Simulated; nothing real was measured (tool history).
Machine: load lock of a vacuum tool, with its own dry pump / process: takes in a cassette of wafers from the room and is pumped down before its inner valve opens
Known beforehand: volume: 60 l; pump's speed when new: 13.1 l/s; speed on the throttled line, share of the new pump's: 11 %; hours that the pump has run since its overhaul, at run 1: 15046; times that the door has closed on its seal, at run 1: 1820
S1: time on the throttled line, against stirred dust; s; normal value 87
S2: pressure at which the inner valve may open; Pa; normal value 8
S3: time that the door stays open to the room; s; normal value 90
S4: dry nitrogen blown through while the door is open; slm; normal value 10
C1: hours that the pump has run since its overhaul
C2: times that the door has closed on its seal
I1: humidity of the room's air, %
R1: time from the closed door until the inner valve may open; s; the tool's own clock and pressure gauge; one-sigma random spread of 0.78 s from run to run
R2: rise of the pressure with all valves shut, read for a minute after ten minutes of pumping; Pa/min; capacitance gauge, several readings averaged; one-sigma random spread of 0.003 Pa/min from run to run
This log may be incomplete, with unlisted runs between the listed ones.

run 1 hour=0.0 | S1=87 S2=8 S3=90 S4=10 | C1=15046 C2=1820 | I1=41.3 | R1=132.6 R2=0.035
-- hour=106.0 dry pump taken out, an overhauled one fitted
run 2 hour=302.3 | S1=87 S2=8 S3=90 S4=10 | C1=196 C2=3053 | I1=46.9 | R1=120.3 R2=0.043
run 3 hour=708.1 | S1=87 S2=8 S3=90 S4=10 | C1=602 C2=4741 | I1=44.8 | R1=120.4 R2=0.052
run 4 hour=1181.2 | S1=87 S2=8 S3=90 S4=10 | C1=1075 C2=6709 | I1=44.7 | R1=121.8 R2=0.061
run 5 hour=1764.6 | S1=54 S2=8 S3=90 S4=10 | C1=1659 C2=9136 | I1=45.7 | R1=91.6 R2=0.082
run 6 hour=2327.4 | S1=167 S2=8 S3=90 S4=10 | C1=2221 C2=11477 | I1=48.7 | R1=191.9 R2=0.098
run 7 hour=2949.7 | S1=87 S2=8 S3=90 S4=10 | C1=2844 C2=14065 | I1=44.6 | R1=122.1 R2=0.123
run 8 hour=3382.4 | S1=87 S2=8 S3=90 S4=10 | C1=3276 C2=15865 | I1=46.1 | R1=122.0 R2=0.140
run 9 hour=3720.8 | S1=87 S2=8 S3=90 S4=10 | C1=3615 C2=17273 | I1=43.9 | R1=123.2 R2=0.152
run 10 hour=4253.0 | S1=87 S2=8 S3=105 S4=10 | C1=4147 C2=19487 | I1=46.1 | R1=122.5 R2=0.181
run 11 hour=4629.5 | S1=87 S2=8 S3=90 S4=10 | C1=4523 C2=21053 | I1=48.3 | R1=124.4 R2=0.185
run 12 hour=5206.7 | S1=87 S2=8 S3=90 S4=10 | C1=5101 C2=23454 | I1=43.1 | R1=123.9 R2=0.217
run 13 hour=5570.4 | S1=87 S2=15 S3=90 S4=10 | C1=5464 C2=24967 | I1=45.6 | R1=121.2 R2=0.243
run 14 hour=5862.5 | S1=87 S2=11 S3=90 S4=10 | C1=5756 C2=26182 | I1=44.3 | R1=123.3 R2=0.266
run 15 hour=6261.5 | S1=87 S2=11 S3=90 S4=10 | C1=6155 C2=27841 | I1=44.2 | R1=122.8 R2=0.279
run 16 hour=6789.6 | S1=87 S2=11 S3=90 S4=10 | C1=6684 C2=30038 | I1=44.1 | R1=123.2 R2=0.312
run 17 hour=7338.0 | S1=87 S2=11 S3=90 S4=10 | C1=7232 C2=32320 | I1=44.7 | R1=122.9 R2=0.347
run 18 hour=7879.9 | S1=87 S2=11 S3=90 S4=10 | C1=7774 C2=34573 | I1=45.3 | R1=125.1 R2=0.395
run 19 hour=8169.5 | S1=87 S2=8 S3=68 S4=10 | C1=8063 C2=35778 | I1=43.5 | R1=127.0 R2=0.408
run 20 hour=8490.1 | S1=164 S2=8 S3=90 S4=10 | C1=8384 C2=37112 | I1=43.1 | R1=192.0 R2=0.419
run 21 hour=8948.0 | S1=164 S2=8 S3=90 S4=10 | C1=8842 C2=39017 | I1=44.4 | R1=193.5 R2=0.465
-- hour=9120.6 door's seal changed, seat wiped
run 22 hour=9301.4 | S1=164 S2=8 S3=90 S4=10 | C1=9194 C2=752 | I1=49.6 | R1=192.3 R2=0.030
run 23 hour=9565.9 | S1=164 S2=14 S3=79 S4=17 | C1=9458 C2=1851 | I1=42.4 | R1=189.6 R2=0.030
run 24 hour=10082.5 | S1=87 S2=9 S3=90 S4=4 | C1=9975 C2=4001 | I1=46.3 | R1=126.6 R2=0.058
run 25 hour=10458.3 | S1=87 S2=9 S3=90 S4=4 | C1=10351 C2=5564 | I1=47.7 | R1=127.2 R2=0.067
run 26 hour=10831.2 | S1=87 S2=9 S3=90 S4=4 | C1=10724 C2=7115 | I1=44.4 | R1=127.4 R2=0.074
run 27 hour=11211.9 | S1=49 S2=13 S3=142 S4=10 | C1=11104 C2=8698 | I1=47.4 | R1=93.0 R2=0.088
run 28 hour=11726.1 | S1=49 S2=13 S3=142 S4=10 | C1=11619 C2=10838 | I1=46.6 | R1=94.1 R2=0.104
run 29 hour=12051.2 | S1=76 S2=13 S3=142 S4=10 | C1=11944 C2=12190 | I1=43.5 | R1=116.1 R2=0.109
run 30 hour=12507.2 | S1=90 S2=8 S3=39 S4=9 | C1=12400 C2=14087 | I1=44.7 | R1=132.4 R2=0.110
run 31 hour=13063.0 | S1=90 S2=8 S3=39 S4=9 | C1=12955 C2=16399 | I1=44.7 | R1=133.0 R2=0.127
run 32 hour=13397.6 | S1=79 S2=8 S3=39 S4=4 | C1=13290 C2=17790 | I1=43.9 | R1=123.6 R2=0.150
run 33 hour=14024.8 | S1=79 S2=8 S3=150 S4=4 | C1=13917 C2=20399 | I1=43.9 | R1=124.1 R2=0.201
run 34 hour=14325.0 | S1=170 S2=9 S3=90 S4=5 | C1=14218 C2=21648 | I1=43.2 | R1=201.3 R2=0.207
run 35 hour=14782.8 | S1=79 S2=13 S3=90 S4=6 | C1=14675 C2=23553 | I1=44.0 | R1=121.5 R2=0.229
run 36 hour=15105.9 | S1=79 S2=13 S3=90 S4=6 | C1=14998 C2=24897 | I1=47.7 | R1=121.5 R2=0.257
-- hour=15280.3 dry pump taken out, an overhauled one fitted
run 37 hour=15694.1 | S1=165 S2=9 S3=90 S4=6 | C1=414 C2=27318 | I1=43.8 | R1=194.0 R2=0.274
run 38 hour=16005.0 | S1=165 S2=9 S3=90 S4=6 | C1=725 C2=28612 | I1=44.8 | R1=190.2 R2=0.299

Forecast each of these 3 alternatives for the next run:
run A hour=16526.7 | S1=108 S2=14 S3=90 S4=21 | C1=1246 C2=30782 | I1=47.7 | R1=? R2=?
run B hour=16526.7 | S1=51 S2=8 S3=90 S4=10 | C1=1246 C2=30782 | I1=43.7 | R1=? R2=?
run C hour=16526.7 | S1=165 S2=8 S3=64 S4=6 | C1=1246 C2=30782 | I1=43.2 | R1=? R2=?

run=A R1=137.3 R2=0.311
run=B R1=89.9 R2=0.318
run=C R1=190.0 R2=0.328
The same runs, with their run-to-run variation unchanged, on a tool lacking any hidden condition would have given:
run=A R1=136.9 R2=0.020
run=B R1=89.2 R2=0.031
run=C R1=189.6 R2=0.030

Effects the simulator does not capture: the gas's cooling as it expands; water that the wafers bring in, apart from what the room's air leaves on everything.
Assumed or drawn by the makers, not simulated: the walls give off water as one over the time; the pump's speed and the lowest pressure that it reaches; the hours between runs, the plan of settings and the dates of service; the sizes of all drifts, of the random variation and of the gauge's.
